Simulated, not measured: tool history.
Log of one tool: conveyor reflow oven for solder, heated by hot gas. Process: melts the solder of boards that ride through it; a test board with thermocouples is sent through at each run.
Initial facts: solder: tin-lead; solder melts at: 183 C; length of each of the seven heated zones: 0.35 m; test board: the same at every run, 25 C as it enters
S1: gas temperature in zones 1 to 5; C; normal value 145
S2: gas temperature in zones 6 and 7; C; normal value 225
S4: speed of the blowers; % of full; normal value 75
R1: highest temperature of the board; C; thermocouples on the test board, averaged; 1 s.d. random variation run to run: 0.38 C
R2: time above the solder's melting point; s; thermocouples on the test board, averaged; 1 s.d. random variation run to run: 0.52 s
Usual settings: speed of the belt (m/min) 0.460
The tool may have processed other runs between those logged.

run 1 hour=0.0 | S1=145 S2=225 speed_of_the_belt_(m/min)=0.460 S4=75 | R1=211.5 R2=66.0
run 2 hour=19.6 | S1=145 S2=225 speed_of_the_belt_(m/min)=0.460 S4=75 | R1=210.7 R2=66.5
run 3 hour=38.2 | S1=148 S2=225 speed_of_the_belt_(m/min)=0.460 S4=75 | R1=211.5 R2=67.8
run 4 hour=56.4 | S1=148 S2=225 speed_of_the_belt_(m/min)=0.460 S4=75 | R1=211.4 R2=67.9
-- hour=68.2 thermocouples of zones 6 and 7 changed
run 5 hour=74.2 | S1=148 S2=225 speed_of_the_belt_(m/min)=0.460 S4=75 | R1=211.8 R2=69.8
run 6 hour=103.1 | S1=145 S2=239 speed_of_the_belt_(m/min)=0.460 S4=75 | R1=223.1 R2=76.5
run 7 hour=129.4 | S1=145 S2=239 speed_of_the_belt_(m/min)=0.460 S4=75 | R1=223.2 R2=77.0
run 8 hour=149.5 | S1=145 S2=239 speed_of_the_belt_(m/min)=0.460 S4=75 | R1=222.2 R2=76.3
run 9 hour=173.3 | S1=145 S2=225 speed_of_the_belt_(m/min)=0.460 S4=55 | R1=206.0 R2=58.0
run 10 hour=191.7 | S1=145 S2=225 speed_of_the_belt_(m/min)=0.460 S4=55 | R1=205.7 R2=58.1
run 11 hour=210.0 | S1=145 S2=225 speed_of_the_belt_(m/min)=0.460 S4=55 | R1=205.1 R2=57.7
run 12 hour=230.5 | S1=145 S2=225 speed_of_the_belt_(m/min)=0.460 S4=55 | R1=206.1 R2=57.6
run 13 hour=258.3 | S1=145 S2=234 speed_of_the_belt_(m/min)=0.460 S4=75 | R1=217.8 R2=72.7
run 14 hour=290.5 | S1=145 S2=234 speed_of_the_belt_(m/min)=0.460 S4=75 | R1=217.4 R2=72.0
run 15 hour=317.9 | S1=148 S2=218 speed_of_the_belt_(m/min)=0.542 S4=75 | R1=200.9 R2=43.1
-- hour=344.8 belt drive overhauled, speed set with a stopwatch
run 16 hour=344.8 | S1=134 S2=240 speed_of_the_belt_(m/min)=0.492 S4=75 | R1=216.7 R2=60.2
run 17 hour=368.8 | S1=134 S2=240 speed_of_the_belt_(m/min)=0.492 S4=75 | R1=216.2 R2=61.7
run 18 hour=400.6 | S1=135 S2=225 speed_of_the_belt_(m/min)=0.460 S4=75 | R1=206.9 R2=55.3
run 19 hour=416.6 | S1=145 S2=225 speed_of_the_belt_(m/min)=0.404 S4=54 | R1=207.4 R2=69.2
run 20 hour=445.2 | S1=145 S2=225 speed_of_the_belt_(m/min)=0.404 S4=54 | R1=208.2 R2=69.4
run 21 hour=458.5 | S1=145 S2=225 speed_of_the_belt_(m/min)=0.404 S4=72 | R1=211.0 R2=74.8
run 22 hour=487.3 | S1=145 S2=230 speed_of_the_belt_(m/min)=0.489 S4=60 | R1=207.0 R2=54.4
run 23 hour=503.0 | S1=138 S2=227 speed_of_the_belt_(m/min)=0.496 S4=75 | R1=205.5 R2=49.4
run 24 hour=528.1 | S1=132 S2=227 speed_of_the_belt_(m/min)=0.536 S4=57 | R1=195.8 R2=27.4
run 25 hour=558.1 | S1=131 S2=225 speed_of_the_belt_(m/min)=0.460 S4=62 | R1=201.9 R2=44.1
run 26 hour=571.5 | S1=138 S2=225 speed_of_the_belt_(m/min)=0.460 S4=86 | R1=208.0 R2=57.8
-- hour=596.6 flux residue cleaned out of gas plates and filters
run 27 hour=607.7 | S1=131 S2=225 speed_of_the_belt_(m/min)=0.460 S4=55 | R1=203.8 R2=47.5
run 28 hour=622.4 | S1=145 S2=217 speed_of_the_belt_(m/min)=0.433 S4=75 | R1=204.4 R2=64.2

Pick out some run-to-run changes in R1. Of each, how much would a tool without hidden state show as well, from the settings, what came in and chance, and how much is left for the hidden state and any gauge scatter not in both results compared?
Hidden state present: heat that the gas passes to the board, % of a clean oven's; belt's true speed, % of the reading; true gas temperature in zones 6 and 7 over the reading, C; drift of the gauge itself on peak_c, C; drift of the gauge itself on liquid_s, %.
Run 8 -> 9: S2 239 -> 225, S4 75 -> 55. R1 -16.2 C: hidden state +0.2, all else -16.4.
Run 14 -> 15: S1 145 -> 148, S2 234 -> 218, speed of the belt (m/min) 0.460 -> 0.542. R1 -16.5 C: hidden state -0.2, all else -16.3.
Run 15 -> 16: S1 148 -> 134, S2 218 -> 240, speed of the belt (m/min) 0.542 -> 0.492, belt drive overhauled, speed set with a stopwatch. R1 +15.8 C: hidden state -1.2, all else +17.0.
Run 26 -> 27: S1 138 -> 131, S4 86 -> 55, flux residue cleaned out of gas plates and filters. R1 -4.2 C: hidden state +4.1, all else -8.3.
